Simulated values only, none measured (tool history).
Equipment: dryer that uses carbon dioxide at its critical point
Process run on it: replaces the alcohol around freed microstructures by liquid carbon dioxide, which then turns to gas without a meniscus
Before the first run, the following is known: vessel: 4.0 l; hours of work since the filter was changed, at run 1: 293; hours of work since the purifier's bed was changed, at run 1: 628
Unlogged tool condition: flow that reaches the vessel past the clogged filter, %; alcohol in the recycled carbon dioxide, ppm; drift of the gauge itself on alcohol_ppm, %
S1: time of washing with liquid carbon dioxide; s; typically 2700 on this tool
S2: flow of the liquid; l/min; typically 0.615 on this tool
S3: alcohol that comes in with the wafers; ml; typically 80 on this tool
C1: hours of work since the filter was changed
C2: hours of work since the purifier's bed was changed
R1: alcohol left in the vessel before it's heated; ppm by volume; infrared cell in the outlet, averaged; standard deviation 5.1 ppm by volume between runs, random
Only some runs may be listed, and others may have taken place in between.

run   hour    S1     S2   S3   C1    C2    R1
  1    0.0  2700  0.615   80  293   628    90
  2   46.2  2700  0.615   80  322   657    89
  3  106.6  2700  0.615   80  361   696   103
  4  138.4  2700  0.722   80  381   716    55
  5  187.0  2700  0.722   80  412   747    62
  6  227.8  2700  0.722   23  438   773    37
  7  271.3  2700  0.722   23  465   800    32
     327.3  -- inlet filter changed
  8  341.1  2700  0.722   23    9   844    35
  9  395.5  2100  0.401   80   43   879  1045
 10  440.4  2100  0.818   80   72   907    73
 11  494.6  2700  0.615  114  106   941   110
 12  531.1  2700  0.615  114  129   965   112
 13  563.5  2700  0.574   55  150   985   101
 14  603.3  4020  0.446   55  175  1011    76
 15  645.6  2880  0.553   74  202  1037   119

Across each entry between runs, compare the hidden state at the last listed run before it with the hidden state at the first listed run after it:
Run 7 -> run 8: inlet filter changed (hour 327.3)
  flow that reaches the vessel past the clogged filter, %: 90.5 -> 99.5; alcohol in the recycled carbon dioxide, ppm: 29.1 -> 30.5
  the result without the hidden state subtracted from the measured one, R1: +29 -> +26 ppm by volume
